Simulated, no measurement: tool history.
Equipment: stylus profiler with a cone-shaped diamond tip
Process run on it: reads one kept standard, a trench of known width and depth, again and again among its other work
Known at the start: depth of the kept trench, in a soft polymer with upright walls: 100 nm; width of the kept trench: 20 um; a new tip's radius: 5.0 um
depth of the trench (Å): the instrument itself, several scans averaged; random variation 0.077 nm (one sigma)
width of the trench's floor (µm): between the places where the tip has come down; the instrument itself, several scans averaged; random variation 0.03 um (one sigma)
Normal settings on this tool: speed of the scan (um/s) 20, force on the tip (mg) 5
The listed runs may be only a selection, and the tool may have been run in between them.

run	hour	speed of the scan (um/s)	force on the tip (mg)	depth of the trench (Å)	width of the trench's floor (µm)
1	0	20	5	1021.9	17.83
2	58.8	20	5	1021.6	17.81
3	111	20	5	1022.9	17.81
4	155.5	20	5	1021.6	17.79
5	193.9	20	4.51	1021.2	17.82
6	231.3	20	4.51	1021.9	17.86
7	258.5	20	4.51	1021.9	17.78
8	311.6	20	5	1022.7	17.83
9	350	20	5	1024.3	17.75
10	380.9	8	5	1021.5	17.88
11	440.1	61	13.03	1040.5	17.77
# hour 443.9: height scale calibrated on a step standard
12	485.2	61	13.03	1040.1	17.8
13	510.4	61	6.57	1029.5	17.74

What does the tool deliver on the next run?
14	540.4	5	5	?	?

{"run 14": {"depth of the trench (Å)": 1022.8, "width of the trench's floor (µm)": 17.8}}
The same run, on a tool lacking any hidden state, would have yielded depth of the trench (Å) 1018.9, width of the trench's floor (µm) 17.97.
